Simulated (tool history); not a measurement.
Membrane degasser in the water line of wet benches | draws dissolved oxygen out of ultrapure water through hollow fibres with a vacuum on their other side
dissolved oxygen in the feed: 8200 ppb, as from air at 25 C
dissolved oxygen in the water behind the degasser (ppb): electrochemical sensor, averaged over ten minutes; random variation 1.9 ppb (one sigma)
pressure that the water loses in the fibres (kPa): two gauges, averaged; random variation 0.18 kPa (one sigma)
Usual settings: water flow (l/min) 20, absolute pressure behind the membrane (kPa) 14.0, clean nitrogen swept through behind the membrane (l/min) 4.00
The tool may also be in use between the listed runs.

run	day	water flow (l/min)	absolute pressure behind the membrane (kPa)	clean nitrogen swept through behind the membrane (l/min)	dissolved oxygen in the water behind the degasser (ppb)	pressure that the water loses in the fibres (kPa)
1	0.000	20	14.0	4.00	193.0	32.09
2	1.650	20	14.0	4.00	191.7	32.37
3	3.604	20	14.0	4.00	194.2	32.41
4	5.742	20	32.6	4.00	410.7	32.35
5	6.833	20	32.6	2.63	580.2	32.30
6	9.167	20	8.7	2.63	163.7	31.94
7	11.083	20	14.7	2.63	271.9	32.24
8	13.312	20	14.7	2.63	260.0	31.99
9	15.067	20	14.7	2.63	268.1	31.97
10	16.808	20	14.7	2.63	273.4	32.24
11	18.683	20	14.7	2.63	274.4	32.18
12	20.929	20	14.7	2.63	264.5	32.50
13	23.108	20	14.0	4.00	195.6	32.29
14	25.175	20	14.0	4.00	192.7	31.90
15	26.967	20	14.0	4.00	195.8	31.96
16	28.604	20	14.0	4.00	194.9	32.24
17	30.429	20	14.0	4.00	196.4	32.32
18	32.804	20	26.1	9.10	186.8	32.19
19	33.821	22	25.8	11.86	190.4	35.38
20	35.883	23	10.8	2.77	253.1	37.17
21	37.729	15	10.8	2.18	146.5	23.84
22	39.308	15	31.5	9.42	133.0	24.24
23	40.650	15	31.5	9.42	132.9	24.21
24	42.138	15	31.5	9.42	134.1	24.23
25	43.838	20	22.0	4.49	268.6	31.93
26	45.054	17	22.0	6.35	157.9	27.54
27	47.154	20	34.1	6.67	288.2	32.25
28	48.454	20	15.5	4.96	183.5	32.24
29	49.662	15	24.6	1.93	408.0	24.16
30	50.996	14	16.7	2.60	191.5	22.55
31	52.154	31	16.7	2.60	618.9	50.29
32	54.262	21	16.7	2.98	301.7	33.49

4 ways to go on from here, each from the tool as it stands after run 32. What would each give?
A	56.179	21	30.6	2.98	?	?
B	56.179	21	25.1	2.98	?	?
C	56.179	21	16.7	4.64	?	?
D	56.179	15	14.0	3.96	?	?

run	dissolved oxygen in the water behind the degasser (ppb)	pressure that the water loses in the fibres (kPa)
A	523.0	34.22
B	428.5	34.10
C	223.9	34.04
D	121.9	24.28
Without the tool's hidden state the same runs would have given:
run	dissolved oxygen in the water behind the degasser (ppb)	pressure that the water loses in the fibres (kPa)
A	508.1	33.86
B	415.9	33.74
C	216.0	33.68
D	116.6	24.02

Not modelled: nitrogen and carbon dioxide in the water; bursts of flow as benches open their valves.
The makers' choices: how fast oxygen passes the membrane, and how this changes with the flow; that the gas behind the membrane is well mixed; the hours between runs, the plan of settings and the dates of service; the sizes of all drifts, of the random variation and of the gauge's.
